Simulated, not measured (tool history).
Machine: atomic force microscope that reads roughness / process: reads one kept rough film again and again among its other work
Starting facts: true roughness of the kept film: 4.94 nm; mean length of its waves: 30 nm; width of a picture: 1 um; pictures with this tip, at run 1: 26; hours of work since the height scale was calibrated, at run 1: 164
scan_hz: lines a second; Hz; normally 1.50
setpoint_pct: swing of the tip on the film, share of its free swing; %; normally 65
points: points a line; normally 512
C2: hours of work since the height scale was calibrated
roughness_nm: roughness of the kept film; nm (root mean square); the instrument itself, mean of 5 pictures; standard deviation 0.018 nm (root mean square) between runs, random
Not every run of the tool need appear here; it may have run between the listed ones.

{"run": 1, "hour": 0.0, "scan_hz": 1.5, "setpoint_pct": 65, "points": 512, "pictures with this tip": 26, "C2": 164, "roughness_nm": 4.002}
{"run": 2, "hour": 7.4, "scan_hz": 1.5, "setpoint_pct": 77, "points": 512, "pictures with this tip": 35, "C2": 167, "roughness_nm": 3.84}
{"run": 3, "hour": 14.0, "scan_hz": 1.5, "setpoint_pct": 77, "points": 512, "pictures with this tip": 44, "C2": 171, "roughness_nm": 3.795}
{"run": 4, "hour": 24.7, "scan_hz": 2.62, "setpoint_pct": 65, "points": 512, "pictures with this tip": 58, "C2": 176, "roughness_nm": 3.716}
{"run": 5, "hour": 36.7, "scan_hz": 2.62, "setpoint_pct": 65, "points": 512, "pictures with this tip": 74, "C2": 182, "roughness_nm": 3.519}
{"run": 6, "hour": 49.0, "scan_hz": 2.62, "setpoint_pct": 65, "points": 512, "pictures with this tip": 90, "C2": 188, "roughness_nm": 3.393}
{"run": 7, "hour": 59.2, "scan_hz": 2.62, "setpoint_pct": 65, "points": 512, "pictures with this tip": 104, "C2": 193, "roughness_nm": 3.318}
{"hour": 62.8, "done": "new tip fitted"}
{"run": 8, "hour": 65.4, "scan_hz": 2.62, "setpoint_pct": 65, "points": 512, "pictures with this tip": 3, "C2": 195, "roughness_nm": 4.209}
{"run": 9, "hour": 73.8, "scan_hz": 2.62, "setpoint_pct": 65, "points": 512, "pictures with this tip": 15, "C2": 199, "roughness_nm": 4.052}
{"run": 10, "hour": 81.9, "scan_hz": 3.83, "setpoint_pct": 65, "points": 512, "pictures with this tip": 25, "C2": 203, "roughness_nm": 3.907}
{"run": 11, "hour": 91.5, "scan_hz": 3.83, "setpoint_pct": 65, "points": 512, "pictures with this tip": 38, "C2": 208, "roughness_nm": 3.784}
{"run": 12, "hour": 103.0, "scan_hz": 0.51, "setpoint_pct": 65, "points": 512, "pictures with this tip": 53, "C2": 214, "roughness_nm": 3.77}
{"run": 13, "hour": 111.9, "scan_hz": 0.51, "setpoint_pct": 76, "points": 512, "pictures with this tip": 65, "C2": 218, "roughness_nm": 3.649}
{"run": 14, "hour": 122.2, "scan_hz": 2.77, "setpoint_pct": 65, "points": 512, "pictures with this tip": 79, "C2": 223, "roughness_nm": 3.471}
{"run": 15, "hour": 134.1, "scan_hz": 2.77, "setpoint_pct": 65, "points": 512, "pictures with this tip": 94, "C2": 229, "roughness_nm": 3.343}
{"run": 16, "hour": 139.4, "scan_hz": 2.77, "setpoint_pct": 65, "points": 512, "pictures with this tip": 101, "C2": 231, "roughness_nm": 3.311}
{"hour": 144.5, "done": "new tip fitted"}
{"run": 17, "hour": 145.4, "scan_hz": 2.77, "setpoint_pct": 65, "points": 512, "pictures with this tip": 1, "C2": 234, "roughness_nm": 4.293}
{"run": 18, "hour": 153.9, "scan_hz": 3.37, "setpoint_pct": 65, "points": 512, "pictures with this tip": 12, "C2": 238, "roughness_nm": 4.091}
{"run": 19, "hour": 161.9, "scan_hz": 3.37, "setpoint_pct": 65, "points": 512, "pictures with this tip": 23, "C2": 242, "roughness_nm": 3.958}
{"run": 20, "hour": 173.7, "scan_hz": 0.55, "setpoint_pct": 75, "points": 760, "pictures with this tip": 38, "C2": 248, "roughness_nm": 3.97}
{"run": 21, "hour": 183.4, "scan_hz": 0.55, "setpoint_pct": 75, "points": 760, "pictures with this tip": 51, "C2": 252, "roughness_nm": 3.833}
{"run": 22, "hour": 188.9, "scan_hz": 1.5, "setpoint_pct": 69, "points": 512, "pictures with this tip": 58, "C2": 255, "roughness_nm": 3.712}
{"run": 23, "hour": 197.6, "scan_hz": 1.5, "setpoint_pct": 59, "points": 512, "pictures with this tip": 70, "C2": 259, "roughness_nm": 3.626}
{"run": 24, "hour": 209.5, "scan_hz": 1.5, "setpoint_pct": 59, "points": 512, "pictures with this tip": 85, "C2": 265, "roughness_nm": 3.503}
{"run": 25, "hour": 216.2, "scan_hz": 1.5, "setpoint_pct": 59, "points": 512, "pictures with this tip": 94, "C2": 268, "roughness_nm": 3.436}
{"run": 26, "hour": 221.8, "scan_hz": 1.5, "setpoint_pct": 59, "points": 512, "pictures with this tip": 102, "C2": 271, "roughness_nm": 3.377}
{"hour": 227.3, "done": "new tip fitted"}
{"run": 27, "hour": 233.1, "scan_hz": 1.59, "setpoint_pct": 56, "points": 806, "pictures with this tip": 8, "C2": 276, "roughness_nm": 4.278}
{"run": 28, "hour": 242.7, "scan_hz": 1.04, "setpoint_pct": 60, "points": 423, "pictures with this tip": 21, "C2": 281, "roughness_nm": 4.136}
{"run": 29, "hour": 249.3, "scan_hz": 1.79, "setpoint_pct": 67, "points": 387, "pictures with this tip": 30, "C2": 284, "roughness_nm": 3.958}
{"run": 30, "hour": 254.8, "scan_hz": 1.79, "setpoint_pct": 67, "points": 976, "pictures with this tip": 37, "C2": 287, "roughness_nm": 3.943}
{"run": 31, "hour": 266.2, "scan_hz": 1.42, "setpoint_pct": 74, "points": 533, "pictures with this tip": 52, "C2": 292, "roughness_nm": 3.753}
{"run": 32, "hour": 271.5, "scan_hz": 1.42, "setpoint_pct": 74, "points": 533, "pictures with this tip": 59, "C2": 295, "roughness_nm": 3.676}
{"run": 33, "hour": 280.1, "scan_hz": 1.42, "setpoint_pct": 74, "points": 533, "pictures with this tip": 70, "C2": 299, "roughness_nm": 3.587}
{"run": 34, "hour": 286.5, "scan_hz": 1.85, "setpoint_pct": 69, "points": 468, "pictures with this tip": 79, "C2": 302, "roughness_nm": 3.509}
{"run": 35, "hour": 298.6, "scan_hz": 1.5, "setpoint_pct": 88, "points": 512, "pictures with this tip": 95, "C2": 308, "roughness_nm": 3.313}
{"run": 36, "hour": 305.2, "scan_hz": 0.64, "setpoint_pct": 87, "points": 486, "pictures with this tip": 104, "C2": 311, "roughness_nm": 3.338}
{"hour": 309.2, "done": "new tip fitted"}
{"run": 37, "hour": 313.1, "scan_hz": 0.55, "setpoint_pct": 61, "points": 528, "pictures with this tip": 5, "C2": 315, "roughness_nm": 4.296}
{"run": 38, "hour": 323.8, "scan_hz": 0.79, "setpoint_pct": 63, "points": 256, "pictures with this tip": 20, "C2": 320, "roughness_nm": 4.097}

4 ways to go on from here, each from the tool as it stands after run 38. What would each give?
{"run": "A", "hour": 332.5, "scan_hz": 2.38, "setpoint_pct": 63, "points": 258, "pictures with this tip": 31, "C2": 324, "roughness_nm": "?"}
{"run": "B", "hour": 332.5, "scan_hz": 1.5, "setpoint_pct": 65, "points": 583, "pictures with this tip": 31, "C2": 324, "roughness_nm": "?"}
{"run": "C", "hour": 332.5, "scan_hz": 0.91, "setpoint_pct": 82, "points": 328, "pictures with this tip": 31, "C2": 324, "roughness_nm": "?"}
{"run": "D", "hour": 332.5, "scan_hz": 0.79, "setpoint_pct": 61, "points": 611, "pictures with this tip": 31, "C2": 324, "roughness_nm": "?"}

run=A roughness_nm=3.923
run=B roughness_nm=3.986
run=C roughness_nm=3.937
run=D roughness_nm=4.031
Had the tool no hidden state, the same runs would have come out as:
run=A roughness_nm=4.287
run=B roughness_nm=4.356
run=C roughness_nm=4.302
run=D roughness_nm=4.404
